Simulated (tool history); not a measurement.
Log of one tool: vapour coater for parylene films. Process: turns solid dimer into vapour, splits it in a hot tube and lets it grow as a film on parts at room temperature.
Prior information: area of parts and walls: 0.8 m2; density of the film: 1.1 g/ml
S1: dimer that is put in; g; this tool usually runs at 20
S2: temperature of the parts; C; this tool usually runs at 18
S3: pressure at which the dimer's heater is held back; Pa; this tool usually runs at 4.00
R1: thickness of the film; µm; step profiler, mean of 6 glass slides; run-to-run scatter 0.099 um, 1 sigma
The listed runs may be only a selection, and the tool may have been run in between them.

Run 1, hour 0.0: usual settings. Result: R1 13.56 µm.
Run 2, hour 8.4: usual settings but S2 10 C. Result: R1 15.76 µm.
Run 3, hour 22.2: usual settings but S1 18 g. Result: R1 12.03 µm.
Run 4, hour 31.4: usual settings but S1 18 g. Result: R1 12.09 µm.
Run 5, hour 40.2: usual settings but S1 18 g. Result: R1 11.91 µm.
Run 6, hour 54.9: usual settings but S1 18 g. Result: R1 11.96 µm.
Run 7, hour 63.4: usual settings but S1 18 g. Result: R1 12.06 µm.
Run 8, hour 78.4: usual settings but S1 18 g. Result: R1 12.02 µm.
Run 9, hour 88.0: usual settings but S1 18 g. Result: R1 11.96 µm.
Run 10, hour 100.8: usual settings but S1 18 g. Result: R1 11.98 µm.
Run 11, hour 108.2: usual settings but S1 18 g. Result: R1 11.95 µm.
Run 12, hour 123.3: usual settings but S1 18 g, S3 7.16 Pa. Result: R1 11.73 µm.
Run 13, hour 136.7: usual settings but S1 18 g, S3 7.16 Pa. Result: R1 11.46 µm.
Run 14, hour 143.0: usual settings but S3 3.14 Pa. Result: R1 13.39 µm.
Run 15, hour 158.2: usual settings but S3 3.14 Pa. Result: R1 13.27 µm.
Run 16, hour 171.4: usual settings but S1 29 g. Result: R1 19.31 µm.
Run 17, hour 181.8: usual settings but S1 19 g, S3 4.19 Pa. Result: R1 12.48 µm.
Run 18, hour 192.7: usual settings but S1 11 g, S3 7.70 Pa. Result: R1 6.91 µm.
Run 19, hour 202.7: usual settings but S1 12 g, S2 11 C, S3 3.62 Pa. Result: R1 9.29 µm.
Run 20, hour 210.7: usual settings but S1 12 g, S2 14 C, S3 10.65 Pa. Result: R1 8.24 µm.
Run 21, hour 222.8: usual settings but S2 14 C, S3 3.48 Pa. Result: R1 14.34 µm.
Run 22, hour 231.4: usual settings but S2 14 C, S3 3.48 Pa. Result: R1 14.51 µm.
Run 23, hour 239.8: usual settings but S2 13 C. Result: R1 14.60 µm.
Run 24, hour 250.9: usual settings but S1 16 g, S2 11 C, S3 4.29 Pa. Result: R1 12.01 µm.
Run 25, hour 260.9: usual settings but S1 10 g, S3 2.79 Pa. Result: R1 6.60 µm.
Run 26, hour 273.0: usual settings but S1 17 g, S3 2.16 Pa. Result: R1 11.52 µm.
Run 27, hour 279.6: usual settings but S1 14 g, S2 25 C, S3 2.71 Pa. Result: R1 8.15 µm.
Run 28, hour 290.0: usual settings but S1 10 g, S2 25 C, S3 8.72 Pa. Result: R1 5.49 µm.
Run 29, hour 302.6: usual settings but S1 10 g, S2 25 C, S3 3.27 Pa. Result: R1 5.69 µm.
Run 30, hour 312.9: usual settings but S1 29 g, S2 17 C, S3 2.13 Pa. Result: R1 19.90 µm.

Results per run with the tool's hidden condition removed, run-to-run variation unchanged:
Hidden conditions of the tool in this case: vapour lost through the trap's worn valve, %; true temperature of the parts over the reading, C; drift of the gauge itself on film_um, %.
run     R1
  1  14.27
  2  16.61
  3  12.69
  4  12.77
  5  12.59
  6  12.66
  7  12.78
  8  12.75
  9  12.70
 10  12.73
 11  12.72
 12  12.50
 13  12.23
 14  14.30
 15  14.20
 16  20.68
 17  13.37
 18   7.42
 19   9.98
 20   8.86
 21  15.44
 22  15.63
 23  15.75
 24  12.97
 25   7.14
 26  12.47
 27   8.82
 28   5.95
 29   6.17
 30  21.62

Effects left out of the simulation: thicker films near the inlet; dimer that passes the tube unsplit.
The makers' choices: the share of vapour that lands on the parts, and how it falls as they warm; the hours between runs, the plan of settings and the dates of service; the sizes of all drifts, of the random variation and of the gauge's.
